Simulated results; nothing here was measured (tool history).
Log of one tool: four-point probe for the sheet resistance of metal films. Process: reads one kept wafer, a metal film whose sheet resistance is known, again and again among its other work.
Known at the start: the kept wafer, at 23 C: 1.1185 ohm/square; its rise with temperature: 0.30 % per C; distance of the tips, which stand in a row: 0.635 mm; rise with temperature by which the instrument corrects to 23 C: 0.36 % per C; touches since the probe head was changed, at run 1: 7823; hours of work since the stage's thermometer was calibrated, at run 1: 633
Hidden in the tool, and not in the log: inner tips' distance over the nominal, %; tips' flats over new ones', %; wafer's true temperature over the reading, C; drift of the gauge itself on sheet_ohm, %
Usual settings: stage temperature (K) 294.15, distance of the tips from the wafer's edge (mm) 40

run	day	stage temperature (K)	distance of the tips from the wafer's edge (mm)	touches since the probe head was changed	hours of work since the stage's thermometer was calibrated	sheet resistance as the instrument gives it (ohm/square)
1	0.000	294.15	40	7823	633	1.119891
2	0.783	302.15	40	8146	645	1.115344
3	1.254	302.15	40	8342	652	1.115407
4	1.942	301.15	40	8628	662	1.116380
5	2.800	294.15	40	8983	675	1.120139
6	3.575	294.15	40	9305	686	1.120113
7	4.350	294.15	40	9625	698	1.120238
8	5.208	294.15	40	9981	710	1.120152
9	5.821	294.15	40	10235	720	1.120843
10	6.800	294.15	40	10640	734	1.120192
11	7.546	294.15	40	10949	745	1.120874
12	8.029	294.15	40	11149	752	1.120693
# day 8.133: stage's thermometer calibrated
13	8.958	298.15	58	11525	12	1.118871
14	9.879	298.15	58	11908	26	1.118981
15	10.342	298.15	58	12098	33	1.119289
16	11.238	292.15	15	12471	46	1.124077
17	12.025	292.15	58	12796	58	1.123188
# day 12.679: stage's thermometer calibrated, once more
18	12.912	293.15	40	13155	3	1.121469
19	13.738	293.15	40	13497	16	1.121582
20	14.467	299.15	28	13800	27	1.117905
21	15.242	297.15	40	14120	38	1.118864
22	16.129	295.15	7	14488	51	1.125371
23	16.871	294.15	6	14796	62	1.127557
24	17.275	307.15	6	14962	68	1.120153

Forecast each of these 4 alternatives for the next run:
A	18.021	296.15	6	15273	79	?
B	18.021	294.15	60	15273	79	?
C	18.021	304.15	4	15273	79	?
D	18.021	292.15	4	15273	79	?

run	sheet resistance as the instrument gives it (ohm/square)
A	1.126623
B	1.121302
C	1.130027
D	1.137066
Without the tool's hidden state the same runs would have given:
run	sheet resistance as the instrument gives it (ohm/square)
A	1.125369
B	1.120054
C	1.128769
D	1.135802

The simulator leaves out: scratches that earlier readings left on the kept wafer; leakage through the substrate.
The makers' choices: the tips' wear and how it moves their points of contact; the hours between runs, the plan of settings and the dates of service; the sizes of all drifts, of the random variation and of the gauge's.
